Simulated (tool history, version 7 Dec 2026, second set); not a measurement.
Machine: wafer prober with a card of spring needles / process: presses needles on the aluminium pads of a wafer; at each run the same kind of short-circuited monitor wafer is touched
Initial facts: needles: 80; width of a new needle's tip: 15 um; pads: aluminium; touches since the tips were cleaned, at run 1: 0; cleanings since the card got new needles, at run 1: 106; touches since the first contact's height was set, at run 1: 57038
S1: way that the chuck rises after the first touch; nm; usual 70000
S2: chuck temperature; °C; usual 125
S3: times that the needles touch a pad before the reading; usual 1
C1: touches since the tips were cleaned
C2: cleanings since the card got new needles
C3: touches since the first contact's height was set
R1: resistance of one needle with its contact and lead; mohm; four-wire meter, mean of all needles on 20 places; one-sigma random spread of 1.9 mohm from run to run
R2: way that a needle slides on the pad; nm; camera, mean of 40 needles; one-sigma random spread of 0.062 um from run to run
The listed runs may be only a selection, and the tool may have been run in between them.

run	hour	S1	S2	S3	C1	C2	C3	R1	R2
1	0.0	70000	125	1	0	106	57038	196	15970
# hour 13.2: tips cleaned on abrasive film
# hour 23.8: tips cleaned on abrasive film
# hour 37.0: tips cleaned on abrasive film
# hour 50.3: tips cleaned on abrasive film
# hour 60.9: tips cleaned on abrasive film
# hour 71.5: tips cleaned on abrasive film
2	71.7	70000	125	1	99	112	85722	197	15930
# hour 82.3: tips cleaned on abrasive film
# hour 92.9: tips cleaned on abrasive film
# hour 103.5: tips cleaned on abrasive film
# hour 114.1: tips cleaned on abrasive film
# hour 124.7: tips cleaned on abrasive film
# hour 135.3: tips cleaned on abrasive film
# hour 145.9: tips cleaned on abrasive film
3	153.5	70000	45	1	3059	119	118424	177	15980
# hour 158.8: tips cleaned on abrasive film
# hour 169.4: tips cleaned on abrasive film
# hour 180.0: tips cleaned on abrasive film
# hour 190.6: tips cleaned on abrasive film
# hour 201.2: tips cleaned on abrasive film
4	201.4	70000	125	1	58	124	137540	194	15850
# hour 212.0: tips cleaned on abrasive film
# hour 220.1: height of the first contact set anew
# hour 222.9: tips cleaned on abrasive film
# hour 236.1: tips cleaned on abrasive film
# hour 249.3: tips cleaned on abrasive film
# hour 259.9: tips cleaned on abrasive film
# hour 270.5: tips cleaned on abrasive film
# hour 281.1: tips cleaned on abrasive film
5	283.3	70000	125	1	875	131	25226	197	15800
# hour 293.9: tips cleaned on abrasive film
# hour 304.5: tips cleaned on abrasive film
# hour 315.1: tips cleaned on abrasive film
# hour 325.7: tips cleaned on abrasive film
# hour 336.3: tips cleaned on abrasive film
# hour 346.9: tips cleaned on abrasive film
# hour 357.5: tips cleaned on abrasive film
6	362.4	70000	125	1	1985	138	56856	195	15770
# hour 370.3: tips cleaned on abrasive film
# hour 380.9: tips cleaned on abrasive film
# hour 391.5: tips cleaned on abrasive film
# hour 404.8: tips cleaned on abrasive film
7	413.9	70000	125	1	3684	142	77479	196	15660
# hour 416.6: tips cleaned on abrasive film
# hour 427.2: tips cleaned on abrasive film
# hour 437.8: tips cleaned on abrasive film
# hour 448.4: tips cleaned on abrasive film
# hour 459.0: tips cleaned on abrasive film
# hour 469.6: tips cleaned on abrasive film
# hour 481.4: tips cleaned on abrasive film
8	481.4	70000	125	1	0	149	104422	197	15850
# hour 494.6: tips cleaned on abrasive film
# hour 505.2: tips cleaned on abrasive film
# hour 515.8: tips cleaned on abrasive film
9	524.0	70000	125	1	3304	152	121488	198	15780
# hour 526.7: tips cleaned on abrasive film
# hour 539.9: tips cleaned on abrasive film
# hour 550.5: tips cleaned on abrasive film
# hour 563.8: tips cleaned on abrasive film
# hour 574.4: tips cleaned on abrasive film
# hour 582.5: height of the first contact set anew
# hour 585.3: tips cleaned on abrasive film
# hour 595.9: tips cleaned on abrasive film
10	601.6	70000	125	1	2321	159	7615	195	15790
# hour 607.0: tips cleaned on abrasive film
# hour 617.6: tips cleaned on abrasive film
# hour 628.2: tips cleaned on abrasive film
# hour 638.8: tips cleaned on abrasive film
# hour 649.4: tips cleaned on abrasive film
# hour 659.9: tips cleaned on abrasive film
# hour 670.5: tips cleaned on abrasive film
11	672.2	70000	125	1	657	166	35797	196	15780
# hour 682.8: tips cleaned on abrasive film
# hour 693.4: tips cleaned on abrasive film
# hour 706.6: tips cleaned on abrasive film
# hour 719.8: tips cleaned on abrasive film
# hour 730.4: tips cleaned on abrasive film
12	732.4	70000	125	1	794	171	59884	194	15700
# hour 743.0: tips cleaned on abrasive film
# hour 753.6: tips cleaned on abrasive film
# hour 764.2: tips cleaned on abrasive film
# hour 774.8: tips cleaned on abrasive film
# hour 780.0: gauge calibrated
# hour 788.0: tips cleaned on abrasive film
# hour 801.2: tips cleaned on abrasive film
# hour 811.8: tips cleaned on abrasive film
13	821.4	55000	125	1	3864	178	95510	199	12640
# hour 824.1: tips cleaned on abrasive film
# hour 837.3: tips cleaned on abrasive film
# hour 847.9: tips cleaned on abrasive film
# hour 858.5: tips cleaned on abrasive film
# hour 869.1: tips cleaned on abrasive film
# hour 882.4: tips cleaned on abrasive film
# hour 893.0: tips cleaned on abrasive film
# hour 906.2: tips cleaned on abrasive film
14	912.6	70000	125	2	2578	186	131968	196	15950
# hour 917.9: tips cleaned on abrasive film
# hour 928.5: tips cleaned on abrasive film
# hour 939.1: tips cleaned on abrasive film
# hour 944.7: height of the first contact set anew
# hour 950.0: tips cleaned on abrasive film
# hour 960.6: tips cleaned on abrasive film
# hour 971.2: tips cleaned on abrasive film
# hour 984.4: tips cleaned on abrasive film
15	994.9	70000	125	2	4233	193	20114	197	15900
# hour 997.6: tips cleaned on abrasive film
# hour 1008.2: tips cleaned on abrasive film
# hour 1018.8: tips cleaned on abrasive film
# hour 1032.1: tips cleaned on abrasive film
# hour 1045.3: tips cleaned on abrasive film
# hour 1055.9: tips cleaned on abrasive film
# hour 1066.5: tips cleaned on abrasive film
16	1066.9	70000	68	1	176	200	48875	186	15840
# hour 1077.5: tips cleaned on abrasive film
# hour 1088.1: tips cleaned on abrasive film
# hour 1101.3: tips cleaned on abrasive film
# hour 1111.9: tips cleaned on abrasive film
# hour 1122.5: tips cleaned on abrasive film
# hour 1133.1: tips cleaned on abrasive film
# hour 1143.7: tips cleaned on abrasive film
17	1145.5	78000	33	2	717	207	80294	175	17690

Predict the results of run 18:
# hour 1156.1: tips cleaned on abrasive film
# hour 1166.7: tips cleaned on abrasive film
# hour 1177.3: tips cleaned on abrasive film
# hour 1190.5: tips cleaned on abrasive film
# hour 1203.7: tips cleaned on abrasive film
18	1211.4	70000	70	1	3100	212	106687	?	?

{"run 18": {"R1": 183, "R2": 15800}}
With no hidden state in the tool, this same run would have given R1 182 mohm, R2 16050 nm.
